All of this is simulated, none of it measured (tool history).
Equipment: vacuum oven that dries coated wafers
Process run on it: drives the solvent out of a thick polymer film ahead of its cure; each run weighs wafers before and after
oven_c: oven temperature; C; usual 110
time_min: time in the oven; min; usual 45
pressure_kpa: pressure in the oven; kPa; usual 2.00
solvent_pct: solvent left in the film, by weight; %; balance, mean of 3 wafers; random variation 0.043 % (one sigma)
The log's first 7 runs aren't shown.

| run | hour | oven_c | time_min | pressure_kpa | hours of work since the thermocouples were calibrated | hours of work since the vacuum gauge was cleaned of residue | solvent_pct |
|---|---|---|---|---|---|---|---|
| 8 | 76.3 | 108 | 45 | 2.00 | 296 | 107 | 1.34 |
| 9 | 88.2 | 108 | 45 | 2.00 | 305 | 116 | 1.31 |
| 10 | 105.7 | 108 | 45 | 2.00 | 317 | 128 | 1.31 |
| 11 | 114.3 | 108 | 45 | 2.00 | 323 | 134 | 1.24 |
| 12 | 122.3 | 108 | 44 | 2.00 | 329 | 140 | 1.41 |
| 13 | 137.0 | 110 | 73 | 2.00 | 339 | 150 | 0.70 |
| 14 | 147.1 | 110 | 73 | 2.00 | 346 | 157 | 0.80 |
| 15 | 156.7 | 110 | 73 | 2.00 | 353 | 164 | 0.68 |
| 16 | 174.3 | 110 | 73 | 2.00 | 365 | 176 | 0.74 |
| 17 | 190.6 | 110 | 73 | 2.00 | 377 | 188 | 0.74 |
| 18 | 204.8 | 110 | 73 | 2.00 | 387 | 198 | 0.72 |
| 19 | 217.9 | 110 | 73 | 2.00 | 396 | 207 | 0.75 |
| 20 | 234.1 | 110 | 73 | 2.00 | 407 | 218 | 0.72 |
| 21 | 241.8 | 110 | 73 | 2.00 | 413 | 224 | 0.70 |
| 22 | 254.0 | 110 | 73 | 2.00 | 421 | 232 | 0.69 |
| 23 | 270.8 | 110 | 73 | 2.00 | 433 | 244 | 0.75 |
| 24 | 284.0 | 110 | 73 | 2.00 | 442 | 254 | 0.72 |

Run 25 is up next; what results do you expect?
| 25 | 298.0 | 111 | 30 | 2.00 | 452 | 263 | ? |

{"run 25": {"solvent_pct": 1.89}}
On a tool with no hidden condition, and with the same random variation, this run would have come out at solvent_pct 1.89 %.

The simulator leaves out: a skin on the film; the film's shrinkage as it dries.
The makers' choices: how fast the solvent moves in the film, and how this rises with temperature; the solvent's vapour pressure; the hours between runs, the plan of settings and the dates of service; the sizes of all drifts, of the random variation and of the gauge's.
